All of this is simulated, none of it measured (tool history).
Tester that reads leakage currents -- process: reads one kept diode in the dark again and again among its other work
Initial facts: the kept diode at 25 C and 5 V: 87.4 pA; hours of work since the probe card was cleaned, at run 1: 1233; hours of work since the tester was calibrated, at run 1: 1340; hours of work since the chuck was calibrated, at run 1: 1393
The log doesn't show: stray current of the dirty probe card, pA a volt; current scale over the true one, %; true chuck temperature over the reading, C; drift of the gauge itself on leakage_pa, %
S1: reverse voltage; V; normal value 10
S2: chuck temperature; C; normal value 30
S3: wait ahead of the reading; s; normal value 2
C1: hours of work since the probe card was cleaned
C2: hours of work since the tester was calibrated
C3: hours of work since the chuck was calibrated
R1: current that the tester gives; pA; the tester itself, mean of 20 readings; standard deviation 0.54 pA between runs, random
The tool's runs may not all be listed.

run	day	S1	S2	S3	C1	C2	C3	R1
1	0	10	30	2	1233	1340	1393	178.62
2	1.625	10	30	2.75	1258	1365	1418	178.09
3	3.779	2.7	30	2	1291	1398	1451	112.33
4	5.762	2.7	30	2	1322	1429	1482	111.55
5	8.342	2.7	30	2	1362	1468	1522	112.96
6	9.488	10	30	0.96	1380	1486	1539	180.9
7	11.388	10	30	0.96	1409	1516	1569	180.74
8	13.571	2.1	30	0.96	1443	1549	1602	103.12
9	15.579	10	30	2	1474	1580	1634	178.94
10	17.933	10	30	2	1510	1617	1670	179.42
11	18.975	10	30	2	1526	1633	1686	178.49
12	20.079	10	30	2	1543	1650	1703	179.67
13	22.292	10	30	2	1578	1684	1737	178.89
# day 23.138: chuck's temperature calibrated
14	23.817	10	30	2	1600	1706	10	178.16
15	26.046	10	30	0.34	1634	1741	45	186.3
16	27.688	10	34	6.1	1660	1766	70	252.59
17	29.125	2.1	21	3.86	1682	1788	92	44.45
18	30.512	1.4	21	0.67	1703	1810	114	38.93
19	32.033	1.9	24	6.36	1727	1833	137	56.95
20	33.933	2.4	40	0.58	1756	1863	167	261
21	36.004	2.4	40	0.58	1788	1895	199	260.97
22	37.871	11.8	27	0.58	1817	1923	228	148.88
23	39.242	2.8	38	2	1838	1945	249	230.9
24	40.604	2.8	38	2	1859	1966	270	230.9
25	43.146	1.6	32	3.3	1898	2005	309	112.11

What if the next run were any one of these 5? Each begins from the tool's condition after run 25:
A	45.221	1.2	32	3.3	1931	2037	341	?
B	45.221	2.7	36	0.86	1931	2037	341	?
C	45.221	10	30	0.91	1931	2037	341	?
D	45.221	10	36	2	1931	2037	341	?
E	45.221	3.3	24	3.3	1931	2037	341	?

run	R1
A	101.4
B	191.84
C	180.93
D	304.41
E	69.18
What these runs would have given with no unlogged condition in the tool:
run	R1
A	101.39
B	191.81
C	180.86
D	304.33
E	69.15

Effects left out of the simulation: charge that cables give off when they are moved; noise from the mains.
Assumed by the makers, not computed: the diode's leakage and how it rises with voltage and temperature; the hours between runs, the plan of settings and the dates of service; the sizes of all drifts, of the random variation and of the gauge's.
